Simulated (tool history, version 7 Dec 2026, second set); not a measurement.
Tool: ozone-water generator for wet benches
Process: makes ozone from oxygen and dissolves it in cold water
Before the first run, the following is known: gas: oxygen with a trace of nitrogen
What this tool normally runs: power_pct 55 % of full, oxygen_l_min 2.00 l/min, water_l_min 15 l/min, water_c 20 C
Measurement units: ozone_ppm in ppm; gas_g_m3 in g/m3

{"run": 1, "hour": 0.0, "power_pct": 55, "oxygen_l_min": 2.0, "water_l_min": 15, "water_c": 20, "ozone_ppm": 14.7, "gas_g_m3": 224.0}
{"run": 2, "hour": 92.0, "power_pct": 55, "oxygen_l_min": 2.0, "water_l_min": 15, "water_c": 20, "ozone_ppm": 14.9, "gas_g_m3": 227.5}
{"run": 3, "hour": 163.0, "power_pct": 55, "oxygen_l_min": 1.3, "water_l_min": 15, "water_c": 20, "ozone_ppm": 13.5, "gas_g_m3": 282.0}
{"run": 4, "hour": 253.1, "power_pct": 55, "oxygen_l_min": 1.3, "water_l_min": 15, "water_c": 20, "ozone_ppm": 13.5, "gas_g_m3": 281.2}
{"run": 5, "hour": 308.9, "power_pct": 55, "oxygen_l_min": 1.3, "water_l_min": 15, "water_c": 20, "ozone_ppm": 13.6, "gas_g_m3": 278.2}
{"run": 6, "hour": 394.4, "power_pct": 55, "oxygen_l_min": 1.3, "water_l_min": 15, "water_c": 20, "ozone_ppm": 13.3, "gas_g_m3": 279.7}
{"run": 7, "hour": 463.1, "power_pct": 55, "oxygen_l_min": 1.3, "water_l_min": 15, "water_c": 20, "ozone_ppm": 13.6, "gas_g_m3": 278.9}
{"run": 8, "hour": 552.3, "power_pct": 55, "oxygen_l_min": 1.3, "water_l_min": 15, "water_c": 20, "ozone_ppm": 13.4, "gas_g_m3": 279.3}
{"run": 9, "hour": 664.2, "power_pct": 55, "oxygen_l_min": 1.3, "water_l_min": 15, "water_c": 20, "ozone_ppm": 13.2, "gas_g_m3": 278.0}
{"run": 10, "hour": 717.0, "power_pct": 44, "oxygen_l_min": 1.3, "water_l_min": 15, "water_c": 20, "ozone_ppm": 11.6, "gas_g_m3": 240.3}
{"run": 11, "hour": 796.2, "power_pct": 44, "oxygen_l_min": 1.3, "water_l_min": 15, "water_c": 20, "ozone_ppm": 11.6, "gas_g_m3": 237.0}
{"run": 12, "hour": 887.6, "power_pct": 55, "oxygen_l_min": 2.0, "water_l_min": 15, "water_c": 20, "ozone_ppm": 14.7, "gas_g_m3": 224.7}
{"run": 13, "hour": 967.2, "power_pct": 55, "oxygen_l_min": 2.0, "water_l_min": 15, "water_c": 20, "ozone_ppm": 14.7, "gas_g_m3": 222.6}
{"run": 14, "hour": 1014.6, "power_pct": 55, "oxygen_l_min": 2.0, "water_l_min": 15, "water_c": 20, "ozone_ppm": 14.8, "gas_g_m3": 223.0}
{"run": 15, "hour": 1122.0, "power_pct": 55, "oxygen_l_min": 2.0, "water_l_min": 15, "water_c": 20, "ozone_ppm": 14.9, "gas_g_m3": 221.9}
{"run": 16, "hour": 1197.9, "power_pct": 55, "oxygen_l_min": 2.0, "water_l_min": 15, "water_c": 20, "ozone_ppm": 14.7, "gas_g_m3": 222.3}
{"run": 17, "hour": 1262.5, "power_pct": 55, "oxygen_l_min": 2.0, "water_l_min": 11, "water_c": 20, "ozone_ppm": 19.4, "gas_g_m3": 222.7}
{"run": 18, "hour": 1364.3, "power_pct": 55, "oxygen_l_min": 1.06, "water_l_min": 15, "water_c": 16, "ozone_ppm": 12.9, "gas_g_m3": 306.6}
{"hour": 1375.0, "done": "contactor cleaned"}
{"run": 19, "hour": 1437.7, "power_pct": 55, "oxygen_l_min": 2.0, "water_l_min": 20, "water_c": 20, "ozone_ppm": 10.9, "gas_g_m3": 223.0}
{"run": 20, "hour": 1486.0, "power_pct": 70, "oxygen_l_min": 2.58, "water_l_min": 24, "water_c": 15, "ozone_ppm": 11.7, "gas_g_m3": 228.9}
{"run": 21, "hour": 1549.1, "power_pct": 55, "oxygen_l_min": 1.32, "water_l_min": 21, "water_c": 16, "ozone_ppm": 9.4, "gas_g_m3": 273.2}
{"run": 22, "hour": 1657.8, "power_pct": 63, "oxygen_l_min": 2.8, "water_l_min": 19, "water_c": 20, "ozone_ppm": 13.4, "gas_g_m3": 202.7}
{"hour": 1696.3, "done": "contactor cleaned, once more"}
{"run": 23, "hour": 1761.6, "power_pct": 63, "oxygen_l_min": 2.8, "water_l_min": 19, "water_c": 20, "ozone_ppm": 13.9, "gas_g_m3": 202.3}
{"run": 24, "hour": 1824.0, "power_pct": 55, "oxygen_l_min": 3.52, "water_l_min": 9, "water_c": 20, "ozone_ppm": 23.1, "gas_g_m3": 168.4}
{"run": 25, "hour": 1883.0, "power_pct": 74, "oxygen_l_min": 1.49, "water_l_min": 15, "water_c": 24, "ozone_ppm": 16.4, "gas_g_m3": 311.1}
{"run": 26, "hour": 1956.1, "power_pct": 73, "oxygen_l_min": 2.0, "water_l_min": 15, "water_c": 20, "ozone_ppm": 17.7, "gas_g_m3": 265.8}
{"run": 27, "hour": 2056.9, "power_pct": 73, "oxygen_l_min": 2.0, "water_l_min": 15, "water_c": 20, "ozone_ppm": 18.1, "gas_g_m3": 264.8}
{"run": 28, "hour": 2146.7, "power_pct": 73, "oxygen_l_min": 2.0, "water_l_min": 15, "water_c": 20, "ozone_ppm": 17.9, "gas_g_m3": 266.2}
{"run": 29, "hour": 2259.9, "power_pct": 83, "oxygen_l_min": 1.39, "water_l_min": 15, "water_c": 20, "ozone_ppm": 18.0, "gas_g_m3": 345.4}
{"run": 30, "hour": 2328.8, "power_pct": 55, "oxygen_l_min": 2.0, "water_l_min": 16, "water_c": 19, "ozone_ppm": 14.0, "gas_g_m3": 217.6}
{"run": 31, "hour": 2393.7, "power_pct": 55, "oxygen_l_min": 2.04, "water_l_min": 15, "water_c": 20, "ozone_ppm": 14.8, "gas_g_m3": 219.5}
{"run": 32, "hour": 2445.7, "power_pct": 61, "oxygen_l_min": 1.7, "water_l_min": 9, "water_c": 16, "ozone_ppm": 25.4, "gas_g_m3": 255.7}

Below are 4 alternative next runs, each starting from the tool's condition after run 32. Predict each:
{"run": "A", "hour": 2511.3, "power_pct": 74, "oxygen_l_min": 1.54, "water_l_min": 11, "water_c": 20, "ozone_ppm": "?", "gas_g_m3": "?"}
{"run": "B", "hour": 2511.3, "power_pct": 68, "oxygen_l_min": 2.0, "water_l_min": 15, "water_c": 20, "ozone_ppm": "?", "gas_g_m3": "?"}
{"run": "C", "hour": 2511.3, "power_pct": 59, "oxygen_l_min": 1.7, "water_l_min": 9, "water_c": 16, "ozone_ppm": "?", "gas_g_m3": "?"}
{"run": "D", "hour": 2511.3, "power_pct": 61, "oxygen_l_min": 2.31, "water_l_min": 10, "water_c": 16, "ozone_ppm": "?", "gas_g_m3": "?"}

run=A ozone_ppm=22.6 gas_g_m3=302.9
run=B ozone_ppm=17.2 gas_g_m3=251.7
run=C ozone_ppm=24.6 gas_g_m3=249.0
run=D ozone_ppm=24.2 gas_g_m3=216.8
Had the tool no hidden state, the same runs would have come out as:
run=A ozone_ppm=24.0 gas_g_m3=319.7
run=B ozone_ppm=18.2 gas_g_m3=264.8
run=C ozone_ppm=26.0 gas_g_m3=260.7
run=D ozone_ppm=25.6 gas_g_m3=227.3

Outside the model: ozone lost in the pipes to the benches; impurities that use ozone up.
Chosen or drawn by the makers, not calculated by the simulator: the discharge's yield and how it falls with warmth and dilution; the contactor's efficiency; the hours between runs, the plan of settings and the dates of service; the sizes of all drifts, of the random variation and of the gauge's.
